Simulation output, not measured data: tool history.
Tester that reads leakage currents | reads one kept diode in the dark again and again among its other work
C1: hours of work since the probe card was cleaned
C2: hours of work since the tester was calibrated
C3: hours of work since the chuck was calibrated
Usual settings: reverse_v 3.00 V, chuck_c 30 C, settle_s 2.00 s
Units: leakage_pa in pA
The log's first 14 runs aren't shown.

run 15 hour=851.5 | reverse_v=12.16 chuck_c=30 settle_s=2.47 | C1=1438 C2=2847 C3=88 | leakage_pa=193.54
run 16 hour=890.2 | reverse_v=12.16 chuck_c=30 settle_s=2.47 | C1=1468 C2=2877 C3=118 | leakage_pa=191.45
run 17 hour=963.2 | reverse_v=3.00 chuck_c=30 settle_s=0.92 | C1=1524 C2=2934 C3=175 | leakage_pa=80.28
run 18 hour=1002.4 | reverse_v=3.00 chuck_c=30 settle_s=3.60 | C1=1554 C2=2964 C3=205 | leakage_pa=79.76
run 19 hour=1077.8 | reverse_v=3.00 chuck_c=30 settle_s=2.00 | C1=1613 C2=3022 C3=263 | leakage_pa=78.13
run 20 hour=1130.6 | reverse_v=3.00 chuck_c=30 settle_s=2.00 | C1=1653 C2=3063 C3=304 | leakage_pa=77.74
run 21 hour=1188.2 | reverse_v=12.48 chuck_c=24 settle_s=2.00 | C1=1698 C2=3108 C3=349 | leakage_pa=123.04
run 22 hour=1246.7 | reverse_v=7.19 chuck_c=43 settle_s=1.76 | C1=1743 C2=3153 C3=394 | leakage_pa=318.63
run 23 hour=1317.5 | reverse_v=3.40 chuck_c=27 settle_s=0.32 | C1=1798 C2=3208 C3=448 | leakage_pa=67.11
-- hour=1365.2 tester calibrated
run 24 hour=1385.4 | reverse_v=13.05 chuck_c=47 settle_s=2.00 | C1=1849 C2=16 C3=499 | leakage_pa=581.81
run 25 hour=1459.4 | reverse_v=5.39 chuck_c=23 settle_s=3.47 | C1=1906 C2=73 C3=557 | leakage_pa=65.00
-- hour=1491.5 chuck's temperature calibrated
run 26 hour=1535.6 | reverse_v=1.90 chuck_c=30 settle_s=1.15 | C1=1963 C2=130 C3=34 | leakage_pa=66.04
run 27 hour=1612.8 | reverse_v=3.00 chuck_c=28 settle_s=3.33 | C1=2023 C2=190 C3=94 | leakage_pa=74.34
run 28 hour=1664.5 | reverse_v=3.00 chuck_c=58 settle_s=2.00 | C1=2063 C2=230 C3=134 | leakage_pa=538.21
-- hour=1691.8 tester calibrated, once more
run 29 hour=1722.8 | reverse_v=7.31 chuck_c=30 settle_s=0.58 | C1=2106 C2=24 C3=177 | leakage_pa=143.24
run 30 hour=1793.4 | reverse_v=2.75 chuck_c=30 settle_s=2.00 | C1=2161 C2=79 C3=232 | leakage_pa=76.13
run 31 hour=1870.3 | reverse_v=3.00 chuck_c=27 settle_s=0.79 | C1=2220 C2=138 C3=291 | leakage_pa=64.44
run 32 hour=1932.7 | reverse_v=3.00 chuck_c=27 settle_s=0.79 | C1=2269 C2=186 C3=339 | leakage_pa=63.86
-- hour=2006.1 probe card cleaned and baked
run 33 hour=2006.1 | reverse_v=3.00 chuck_c=56 settle_s=0.79 | C1=0 C2=241 C3=394 | leakage_pa=431.07
run 34 hour=2063.0 | reverse_v=7.76 chuck_c=25 settle_s=0.37 | C1=44 C2=285 C3=438 | leakage_pa=91.24
run 35 hour=2133.0 | reverse_v=7.76 chuck_c=25 settle_s=0.31 | C1=98 C2=339 C3=492 | leakage_pa=90.61
run 36 hour=2174.9 | reverse_v=7.76 chuck_c=22 settle_s=1.79 | C1=130 C2=371 C3=524 | leakage_pa=69.87
-- hour=2242.3 chuck's temperature calibrated
run 37 hour=2255.2 | reverse_v=1.36 chuck_c=41 settle_s=8.04 | C1=191 C2=432 C3=10 | leakage_pa=108.87
run 38 hour=2317.9 | reverse_v=2.66 chuck_c=32 settle_s=0.87 | C1=239 C2=480 C3=58 | leakage_pa=85.90
run 39 hour=2371.1 | reverse_v=4.77 chuck_c=42 settle_s=0.33 | C1=281 C2=521 C3=100 | leakage_pa=245.68

Forecast each of these 4 alternatives for the next run:
run A hour=2423.8 | reverse_v=4.77 chuck_c=42 settle_s=0.52 | C1=321 C2=562 C3=140 | leakage_pa=?
run B hour=2423.8 | reverse_v=4.77 chuck_c=55 settle_s=1.28 | C1=321 C2=562 C3=140 | leakage_pa=?
run C hour=2423.8 | reverse_v=4.77 chuck_c=49 settle_s=0.33 | C1=321 C2=562 C3=140 | leakage_pa=?
run D hour=2423.8 | reverse_v=3.00 chuck_c=30 settle_s=4.15 | C1=321 C2=562 C3=140 | leakage_pa=?

run=A leakage_pa=241.77
run=B leakage_pa=561.38
run=C leakage_pa=382.49
run=D leakage_pa=78.04
Without the tool's hidden state the same runs would have given:
run=A leakage_pa=247.27
run=B leakage_pa=574.04
run=C leakage_pa=391.20
run=D leakage_pa=79.76

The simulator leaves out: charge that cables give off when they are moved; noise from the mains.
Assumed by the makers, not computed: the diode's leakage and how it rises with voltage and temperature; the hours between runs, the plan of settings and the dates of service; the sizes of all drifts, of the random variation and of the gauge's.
